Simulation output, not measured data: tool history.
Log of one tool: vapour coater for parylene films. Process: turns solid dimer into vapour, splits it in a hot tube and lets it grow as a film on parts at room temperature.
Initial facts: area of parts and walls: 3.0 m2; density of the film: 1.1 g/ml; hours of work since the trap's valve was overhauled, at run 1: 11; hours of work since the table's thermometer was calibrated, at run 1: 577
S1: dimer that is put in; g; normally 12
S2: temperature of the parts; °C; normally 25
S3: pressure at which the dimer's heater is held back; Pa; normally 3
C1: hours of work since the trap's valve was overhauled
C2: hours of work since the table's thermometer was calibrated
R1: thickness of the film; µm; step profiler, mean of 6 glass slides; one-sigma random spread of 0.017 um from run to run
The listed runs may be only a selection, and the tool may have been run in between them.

run   hour  S1  S2    S3   C1   C2    R1
  1      0  12  25     3   11  577  2.68
  2   74.3  12  25     3   45  611   2.7
  3  122.1  12  25     3   67  633  2.66
  4    187  12  25     3   97  663  2.63
  5  261.7  12  25     3  132  698  2.63
  6  311.3  12  33     3  154  720  2.07
  7  363.5  12  33  9.32  179  745  1.74

Predict the results of run 8:
  8  410.4  12  27   3  200  766   ?

Run 8 measured R1 2.43 µm.
The same run, on a tool lacking any hidden state, would have yielded R1 2.54 µm.

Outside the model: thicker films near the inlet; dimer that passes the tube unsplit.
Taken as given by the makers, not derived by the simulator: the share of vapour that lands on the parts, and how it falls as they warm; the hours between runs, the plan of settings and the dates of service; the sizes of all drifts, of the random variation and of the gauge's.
